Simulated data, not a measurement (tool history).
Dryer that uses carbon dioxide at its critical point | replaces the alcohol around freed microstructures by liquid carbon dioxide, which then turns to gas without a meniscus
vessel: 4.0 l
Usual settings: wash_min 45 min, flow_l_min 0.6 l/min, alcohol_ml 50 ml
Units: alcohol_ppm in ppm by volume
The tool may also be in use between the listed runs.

{"run": 1, "hour": 0.0, "wash_min": 45, "flow_l_min": 0.6, "alcohol_ml": 50, "alcohol_ppm": 293}
{"hour": 21.8, "done": "inlet filter changed"}
{"run": 2, "hour": 53.4, "wash_min": 45, "flow_l_min": 0.6, "alcohol_ml": 50, "alcohol_ppm": 243}
{"run": 3, "hour": 98.4, "wash_min": 45, "flow_l_min": 0.6, "alcohol_ml": 50, "alcohol_ppm": 270}
{"run": 4, "hour": 127.3, "wash_min": 45, "flow_l_min": 0.6, "alcohol_ml": 50, "alcohol_ppm": 277}
{"run": 5, "hour": 165.9, "wash_min": 45, "flow_l_min": 0.6, "alcohol_ml": 50, "alcohol_ppm": 295}
{"run": 6, "hour": 220.6, "wash_min": 45, "flow_l_min": 0.6, "alcohol_ml": 50, "alcohol_ppm": 331}
{"run": 7, "hour": 265.7, "wash_min": 45, "flow_l_min": 0.6, "alcohol_ml": 50, "alcohol_ppm": 336}
{"run": 8, "hour": 313.5, "wash_min": 45, "flow_l_min": 0.6, "alcohol_ml": 50, "alcohol_ppm": 384}
{"run": 9, "hour": 338.4, "wash_min": 45, "flow_l_min": 0.6, "alcohol_ml": 50, "alcohol_ppm": 384}
{"run": 10, "hour": 372.0, "wash_min": 45, "flow_l_min": 0.764, "alcohol_ml": 50, "alcohol_ppm": 300}
{"hour": 397.6, "done": "purifier's bed changed"}
{"run": 11, "hour": 417.7, "wash_min": 45, "flow_l_min": 0.764, "alcohol_ml": 50, "alcohol_ppm": 62}
{"hour": 450.1, "done": "inlet filter changed"}
{"run": 12, "hour": 463.0, "wash_min": 45, "flow_l_min": 0.764, "alcohol_ml": 50, "alcohol_ppm": 34}
{"run": 13, "hour": 485.9, "wash_min": 45, "flow_l_min": 0.614, "alcohol_ml": 50, "alcohol_ppm": 98}
{"run": 14, "hour": 524.7, "wash_min": 31, "flow_l_min": 0.743, "alcohol_ml": 103, "alcohol_ppm": 374}
{"run": 15, "hour": 575.1, "wash_min": 44, "flow_l_min": 0.595, "alcohol_ml": 103, "alcohol_ppm": 269}
{"run": 16, "hour": 621.2, "wash_min": 44, "flow_l_min": 0.595, "alcohol_ml": 103, "alcohol_ppm": 297}
{"run": 17, "hour": 668.9, "wash_min": 44, "flow_l_min": 0.595, "alcohol_ml": 103, "alcohol_ppm": 354}
{"run": 18, "hour": 699.4, "wash_min": 44, "flow_l_min": 0.595, "alcohol_ml": 103, "alcohol_ppm": 378}
{"run": 19, "hour": 729.8, "wash_min": 42, "flow_l_min": 0.634, "alcohol_ml": 49, "alcohol_ppm": 233}
{"run": 20, "hour": 754.6, "wash_min": 42, "flow_l_min": 0.997, "alcohol_ml": 25, "alcohol_ppm": 124}
{"run": 21, "hour": 778.5, "wash_min": 42, "flow_l_min": 0.997, "alcohol_ml": 24, "alcohol_ppm": 133}
{"run": 22, "hour": 814.9, "wash_min": 42, "flow_l_min": 0.997, "alcohol_ml": 24, "alcohol_ppm": 137}
{"run": 23, "hour": 850.0, "wash_min": 42, "flow_l_min": 0.997, "alcohol_ml": 24, "alcohol_ppm": 156}
{"hour": 877.4, "done": "inlet filter changed"}
{"run": 24, "hour": 898.2, "wash_min": 42, "flow_l_min": 0.997, "alcohol_ml": 24, "alcohol_ppm": 161}
{"run": 25, "hour": 946.3, "wash_min": 42, "flow_l_min": 0.402, "alcohol_ml": 24, "alcohol_ppm": 448}
{"run": 26, "hour": 982.7, "wash_min": 42, "flow_l_min": 0.402, "alcohol_ml": 24, "alcohol_ppm": 461}

5 ways to go on from here, each from the tool as it stands after run 26. What would each give?
{"run": "A", "hour": 1024.1, "wash_min": 45, "flow_l_min": 0.815, "alcohol_ml": 50, "alcohol_ppm": "?"}
{"run": "B", "hour": 1024.1, "wash_min": 42, "flow_l_min": 0.794, "alcohol_ml": 24, "alcohol_ppm": "?"}
{"run": "C", "hour": 1024.1, "wash_min": 45, "flow_l_min": 0.904, "alcohol_ml": 50, "alcohol_ppm": "?"}
{"run": "D", "hour": 1024.1, "wash_min": 67, "flow_l_min": 0.9, "alcohol_ml": 120, "alcohol_ppm": "?"}
{"run": "E", "hour": 1024.1, "wash_min": 30, "flow_l_min": 0.402, "alcohol_ml": 74, "alcohol_ppm": "?"}

run=A alcohol_ppm=199
run=B alcohol_ppm=215
run=C alcohol_ppm=208
run=D alcohol_ppm=196
run=E alcohol_ppm=2353
Without the tool's hidden state the same runs would have given:
run=A alcohol_ppm=3
run=B alcohol_ppm=18
run=C alcohol_ppm=18
run=D alcohol_ppm=4
run=E alcohol_ppm=1923

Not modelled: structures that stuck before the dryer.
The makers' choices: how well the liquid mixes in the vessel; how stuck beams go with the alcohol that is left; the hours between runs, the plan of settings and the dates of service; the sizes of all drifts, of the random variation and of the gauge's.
